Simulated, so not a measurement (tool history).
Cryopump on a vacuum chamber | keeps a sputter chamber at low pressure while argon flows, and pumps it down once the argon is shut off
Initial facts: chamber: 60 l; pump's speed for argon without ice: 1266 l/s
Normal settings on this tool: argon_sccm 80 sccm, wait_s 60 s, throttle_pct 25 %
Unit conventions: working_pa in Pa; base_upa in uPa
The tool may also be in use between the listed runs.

run,hour,argon_sccm,wait_s,throttle_pct,working_pa,base_upa
1,0.0,80,60,25,0.4289,1.82
2,10.4,80,60,25,0.4289,1.89
3,24.5,80,60,25,0.4268,1.90
4,31.1,80,60,25,0.4284,1.94
5,42.5,80,60,25,0.4285,1.91
6,51.7,80,60,25,0.4303,1.88
7,66.4,80,60,25,0.4328,1.83
8,78.7,80,60,25,0.4314,1.89
9,90.3,94,60,33,0.3847,1.89
10,106.0,119,60,22,0.7291,1.88
11,119.1,119,60,22,0.7287,1.96
12,126.9,119,60,22,0.7269,1.91
13,136.9,80,121,55,0.1964,1.22
14,151.2,80,121,55,0.1989,1.24
15,164.9,80,121,55,0.1967,1.24
16,178.9,160,120,55,0.3932,1.29

A few steps of working_pa between consecutive runs. Split each: what settings, incoming material and random variation would produce without the hidden state, and what is left over for the hidden state, along with gauge scatter present in only one of the two compared results (measured, and without hidden state):
Unlogged tool condition in this case: pump's speed, % of a pump's without ice; cold plate's temperature, K; leak into the chamber, uPa l/s; drift of the gauge itself on working_pa, %; drift of the gauge itself on base_upa, %.
Run 12 -> 13: argon_sccm 119 -> 80, wait_s 60 -> 121, throttle_pct 22 -> 55. working_pa -0.5305 Pa: hidden state -0.0015, all else -0.5290.
Run 15 -> 16: argon_sccm 80 -> 160, wait_s 121 -> 120. working_pa +0.1965 Pa: hidden state +0.0043, all else +0.1922.

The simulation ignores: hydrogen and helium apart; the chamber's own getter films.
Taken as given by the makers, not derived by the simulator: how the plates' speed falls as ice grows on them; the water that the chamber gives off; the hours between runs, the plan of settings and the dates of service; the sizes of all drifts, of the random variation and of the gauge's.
